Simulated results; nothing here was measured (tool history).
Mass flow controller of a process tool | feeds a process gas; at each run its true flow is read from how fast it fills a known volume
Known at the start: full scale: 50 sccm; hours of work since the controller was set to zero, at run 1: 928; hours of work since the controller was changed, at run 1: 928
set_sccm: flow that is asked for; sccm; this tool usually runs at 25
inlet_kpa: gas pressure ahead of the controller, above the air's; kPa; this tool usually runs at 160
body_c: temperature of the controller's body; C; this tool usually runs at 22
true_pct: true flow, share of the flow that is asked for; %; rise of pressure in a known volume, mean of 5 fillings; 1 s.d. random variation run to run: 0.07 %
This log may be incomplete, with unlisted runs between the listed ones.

run	hour	set_sccm	inlet_kpa	body_c	hours of work since the controller was set to zero	hours of work since the controller was changed	true_pct
1	0.0	25	160	22	928	928	99.23
2	122.8	25	160	22	1007	1007	99.22
3	206.6	25	160	22	1061	1061	99.24
4	294.9	25	160	22	1118	1118	99.25
5	365.2	25	160	22	1163	1163	99.28
6	463.3	25	160	22	1226	1226	99.25
7	556.4	25	160	22	1285	1285	99.25
8	628.5	25	160	38	1332	1332	101.19
9	694.6	25	161	38	1374	1374	101.22
10	781.2	25	150	22	1430	1430	99.29
11	853.1	25	150	22	1476	1476	99.30
12	931.3	25	150	22	1526	1526	99.30
13	985.6	25	160	22	1561	1561	99.23
14	1039.3	25	160	22	1595	1595	99.24
15	1151.6	25	160	22	1667	1667	99.36
16	1235.6	25	160	22	1721	1721	99.26
17	1337.4	25	160	22	1786	1786	99.18
18	1410.6	25	160	22	1833	1833	99.27
19	1513.3	25	160	22	1899	1899	99.16
20	1579.5	25	160	22	1941	1941	99.29
21	1678.2	25	160	22	2005	2005	99.26
22	1747.4	25	160	22	2049	2049	99.28
23	1817.2	25	160	22	2094	2094	99.22
24	1928.2	25	160	22	2165	2165	99.25
25	2042.4	25	201	22	2238	2238	99.24
26	2143.4	19	178	22	2303	2303	99.27
27	2259.9	19	178	22	2378	2378	99.16
28	2379.9	48	178	30	2455	2455	100.64
29	2460.1	48	221	30	2506	2506	100.45
30	2557.2	15	221	22	2569	2569	98.94
31	2611.9	15	221	22	2604	2604	98.87
32	2713.4	13	260	21	2669	2669	98.60
33	2800.3	28	260	23	2725	2725	99.22
34	2900.0	9	239	34	2788	2788	100.30
35	2996.5	25	233	38	2850	2850	100.97
36	3087.1	25	233	38	2908	2908	100.97
37	3188.1	25	233	38	2973	2973	101.06
38	3297.0	25	233	38	3043	3043	100.90
39	3395.2	25	233	38	3106	3106	101.08
40	3452.4	44	233	29	3143	3143	100.23
41	3562.2	25	179	32	3213	3213	100.45
42	3667.2	25	179	32	3281	3281	100.40
43	3740.8	25	160	35	3328	3328	100.85
44	3862.6	5	235	28	3406	3406	99.45
45	3963.3	6	263	38	3470	3470	100.65
46	4028.6	33	263	22	3512	3512	99.23
47	4132.5	13	214	22	3579	3579	98.92
48	4220.1	13	214	22	3635	3635	98.84
49	4291.7	25	160	25	3681	3681	99.65
50	4384.9	8	160	23	3741	3741	99.11

Forecast each of these 3 alternatives for the next run:
A	4469.6	48	259	37	3795	3795	?
B	4469.6	18	160	39	3795	3795	?
C	4469.6	5	184	30	3795	3795	?

run	true_pct
A	101.24
B	101.11
C	99.80
Without the tool's hidden state the same runs would have given:
run	true_pct
A	101.23
B	101.10
C	99.77
